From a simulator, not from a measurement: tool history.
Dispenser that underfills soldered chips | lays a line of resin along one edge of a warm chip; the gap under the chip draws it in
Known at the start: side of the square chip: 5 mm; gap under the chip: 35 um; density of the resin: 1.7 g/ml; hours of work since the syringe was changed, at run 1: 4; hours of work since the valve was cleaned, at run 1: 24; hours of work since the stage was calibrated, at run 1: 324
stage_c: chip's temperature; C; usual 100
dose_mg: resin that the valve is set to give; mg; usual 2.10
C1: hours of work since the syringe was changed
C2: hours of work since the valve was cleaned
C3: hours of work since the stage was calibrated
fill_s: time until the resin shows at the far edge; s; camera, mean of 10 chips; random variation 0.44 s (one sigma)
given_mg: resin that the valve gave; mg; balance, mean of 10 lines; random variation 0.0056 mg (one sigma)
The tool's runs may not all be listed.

{"run": 1, "hour": 0.0, "stage_c": 100, "dose_mg": 2.1, "C1": 4, "C2": 24, "C3": 324, "fill_s": 36.3, "given_mg": 2.052}
{"hour": 2.5, "done": "new syringe of resin"}
{"hour": 10.1, "done": "new syringe of resin"}
{"run": 2, "hour": 10.1, "stage_c": 100, "dose_mg": 2.69, "C1": 0, "C2": 32, "C3": 331, "fill_s": 29.7, "given_mg": 2.616}
{"run": 3, "hour": 15.1, "stage_c": 110, "dose_mg": 2.1, "C1": 4, "C2": 36, "C3": 335, "fill_s": 28.6, "given_mg": 2.036}
{"hour": 17.8, "done": "new syringe of resin"}
{"hour": 25.7, "done": "new syringe of resin"}
{"run": 4, "hour": 27.0, "stage_c": 100, "dose_mg": 2.1, "C1": 1, "C2": 45, "C3": 344, "fill_s": 33.7, "given_mg": 2.008}
{"hour": 29.3, "done": "stage's temperature calibrated"}
{"run": 5, "hour": 33.6, "stage_c": 100, "dose_mg": 2.1, "C1": 6, "C2": 49, "C3": 3, "fill_s": 40.7, "given_mg": 2.014}
{"hour": 34.7, "done": "new syringe of resin"}
{"hour": 35.7, "done": "dispensing valve cleaned and set on the balance"}
{"hour": 43.5, "done": "new syringe of resin"}
{"run": 6, "hour": 44.5, "stage_c": 100, "dose_mg": 2.1, "C1": 1, "C2": 7, "C3": 11, "fill_s": 32.6, "given_mg": 2.092}
{"hour": 51.2, "done": "new syringe of resin"}
{"run": 7, "hour": 51.5, "stage_c": 100, "dose_mg": 2.1, "C1": 0, "C2": 12, "C3": 16, "fill_s": 32.7, "given_mg": 2.083}
{"hour": 58.9, "done": "new syringe of resin"}
{"run": 8, "hour": 62.0, "stage_c": 100, "dose_mg": 2.1, "C1": 3, "C2": 20, "C3": 24, "fill_s": 34.6, "given_mg": 2.063}
{"hour": 66.7, "done": "new syringe of resin"}
{"run": 9, "hour": 71.6, "stage_c": 100, "dose_mg": 2.1, "C1": 4, "C2": 28, "C3": 32, "fill_s": 37.1, "given_mg": 2.055}
{"hour": 75.0, "done": "new syringe of resin"}
{"run": 10, "hour": 82.0, "stage_c": 100, "dose_mg": 2.1, "C1": 6, "C2": 36, "C3": 40, "fill_s": 39.9, "given_mg": 2.046}
{"hour": 82.7, "done": "new syringe of resin"}
{"hour": 90.4, "done": "new syringe of resin"}
{"run": 11, "hour": 90.4, "stage_c": 100, "dose_mg": 2.1, "C1": 0, "C2": 42, "C3": 46, "fill_s": 31.0, "given_mg": 2.034}
{"hour": 98.2, "done": "new syringe of resin"}
{"hour": 100.9, "done": "dispensing valve cleaned and set on the balance"}
{"run": 12, "hour": 100.9, "stage_c": 100, "dose_mg": 2.1, "C1": 1, "C2": 0, "C3": 54, "fill_s": 33.8, "given_mg": 2.096}
{"hour": 106.8, "done": "new syringe of resin"}
{"run": 13, "hour": 108.6, "stage_c": 100, "dose_mg": 2.1, "C1": 1, "C2": 6, "C3": 59, "fill_s": 32.9, "given_mg": 2.087}
{"hour": 114.2, "done": "new syringe of resin"}
{"run": 14, "hour": 116.3, "stage_c": 100, "dose_mg": 2.1, "C1": 2, "C2": 12, "C3": 65, "fill_s": 33.7, "given_mg": 2.078}
{"hour": 121.9, "done": "new syringe of resin"}
{"run": 15, "hour": 123.0, "stage_c": 100, "dose_mg": 2.1, "C1": 1, "C2": 17, "C3": 70, "fill_s": 33.0, "given_mg": 2.065}
{"hour": 129.4, "done": "new syringe of resin"}
{"run": 16, "hour": 132.4, "stage_c": 100, "dose_mg": 2.1, "C1": 2, "C2": 24, "C3": 78, "fill_s": 34.5, "given_mg": 2.051}
{"hour": 137.5, "done": "new syringe of resin"}
{"run": 17, "hour": 138.0, "stage_c": 100, "dose_mg": 2.1, "C1": 0, "C2": 28, "C3": 82, "fill_s": 31.7, "given_mg": 2.048}
{"run": 18, "hour": 144.4, "stage_c": 112, "dose_mg": 2.63, "C1": 6, "C2": 34, "C3": 87, "fill_s": 27.9, "given_mg": 2.554}
{"hour": 145.7, "done": "new syringe of resin"}
{"run": 19, "hour": 150.4, "stage_c": 111, "dose_mg": 2.07, "C1": 4, "C2": 38, "C3": 92, "fill_s": 27.6, "given_mg": 1.999}
{"hour": 153.7, "done": "new syringe of resin"}
{"run": 20, "hour": 158.6, "stage_c": 111, "dose_mg": 2.07, "C1": 4, "C2": 44, "C3": 98, "fill_s": 28.0, "given_mg": 1.983}
{"hour": 161.6, "done": "new syringe of resin"}
{"run": 21, "hour": 164.5, "stage_c": 111, "dose_mg": 2.07, "C1": 2, "C2": 49, "C3": 103, "fill_s": 27.0, "given_mg": 1.978}
{"hour": 166.2, "done": "dispensing valve cleaned and set on the balance"}
{"hour": 170.0, "done": "new syringe of resin"}
{"run": 22, "hour": 175.0, "stage_c": 93, "dose_mg": 2.46, "C1": 4, "C2": 7, "C3": 110, "fill_s": 42.8, "given_mg": 2.451}
{"hour": 177.9, "done": "new syringe of resin"}
{"run": 23, "hour": 183.9, "stage_c": 94, "dose_mg": 2.3, "C1": 5, "C2": 14, "C3": 117, "fill_s": 44.0, "given_mg": 2.277}
{"hour": 185.8, "done": "new syringe of resin"}
{"run": 24, "hour": 190.7, "stage_c": 115, "dose_mg": 2.1, "C1": 4, "C2": 19, "C3": 122, "fill_s": 26.2, "given_mg": 2.062}
{"hour": 193.5, "done": "new syringe of resin"}
{"run": 25, "hour": 199.9, "stage_c": 115, "dose_mg": 2.1, "C1": 5, "C2": 26, "C3": 129, "fill_s": 27.2, "given_mg": 2.05}
{"hour": 201.9, "done": "new syringe of resin"}
{"run": 26, "hour": 204.9, "stage_c": 115, "dose_mg": 2.1, "C1": 2, "C2": 30, "C3": 133, "fill_s": 24.2, "given_mg": 2.044}
{"hour": 209.6, "done": "new syringe of resin"}
{"run": 27, "hour": 215.5, "stage_c": 115, "dose_mg": 2.1, "C1": 5, "C2": 38, "C3": 141, "fill_s": 27.3, "given_mg": 2.032}
{"hour": 217.8, "done": "new syringe of resin"}
{"hour": 225.4, "done": "new syringe of resin"}
{"run": 28, "hour": 226.1, "stage_c": 90, "dose_mg": 2.1, "C1": 1, "C2": 46, "C3": 149, "fill_s": 41.9, "given_mg": 2.02}
{"hour": 231.6, "done": "dispensing valve cleaned and set on the balance"}
{"hour": 234.6, "done": "new syringe of resin"}
{"run": 29, "hour": 236.0, "stage_c": 92, "dose_mg": 2.1, "C1": 1, "C2": 3, "C3": 156, "fill_s": 39.3, "given_mg": 2.101}
{"hour": 242.2, "done": "new syringe of resin"}
{"run": 30, "hour": 246.0, "stage_c": 94, "dose_mg": 2.27, "C1": 3, "C2": 11, "C3": 164, "fill_s": 41.3, "given_mg": 2.252}
{"hour": 249.8, "done": "new syringe of resin"}
{"run": 31, "hour": 254.1, "stage_c": 88, "dose_mg": 2.21, "C1": 3, "C2": 17, "C3": 170, "fill_s": 48.9, "given_mg": 2.184}
{"hour": 258.1, "done": "new syringe of resin"}
{"run": 32, "hour": 262.3, "stage_c": 97, "dose_mg": 2.21, "C1": 3, "C2": 24, "C3": 176, "fill_s": 37.2, "given_mg": 2.172}

Forecast each of these 5 alternatives for the next run:
{"hour": 265.6, "done": "new syringe of resin"}
{"run": "A", "hour": 269.9, "stage_c": 88, "dose_mg": 2.62, "C1": 3, "C2": 29, "C3": 182, "fill_s": "?", "given_mg": "?"}
{"hour": 265.6, "done": "new syringe of resin"}
{"run": "B", "hour": 269.9, "stage_c": 92, "dose_mg": 2.06, "C1": 3, "C2": 29, "C3": 182, "fill_s": "?", "given_mg": "?"}
{"hour": 265.6, "done": "new syringe of resin"}
{"run": "C", "hour": 269.9, "stage_c": 97, "dose_mg": 1.87, "C1": 3, "C2": 29, "C3": 182, "fill_s": "?", "given_mg": "?"}
{"hour": 265.6, "done": "new syringe of resin"}
{"run": "D", "hour": 269.9, "stage_c": 89, "dose_mg": 2.59, "C1": 3, "C2": 29, "C3": 182, "fill_s": "?", "given_mg": "?"}
{"hour": 265.6, "done": "new syringe of resin"}
{"run": "E", "hour": 269.9, "stage_c": 106, "dose_mg": 2.16, "C1": 3, "C2": 29, "C3": 182, "fill_s": "?", "given_mg": "?"}

run=A fill_s=48.4 given_mg=2.553
run=B fill_s=45.3 given_mg=2.013
run=C fill_s=40.4 given_mg=1.827
run=D fill_s=46.5 given_mg=2.526
run=E fill_s=30.5 given_mg=2.110
Without the tool's hidden state the same runs would have given:
run=A fill_s=42.5 given_mg=2.619
run=B fill_s=39.7 given_mg=2.064
run=C fill_s=35.3 given_mg=1.874
run=D fill_s=40.8 given_mg=2.591
run=E fill_s=26.7 given_mg=2.164
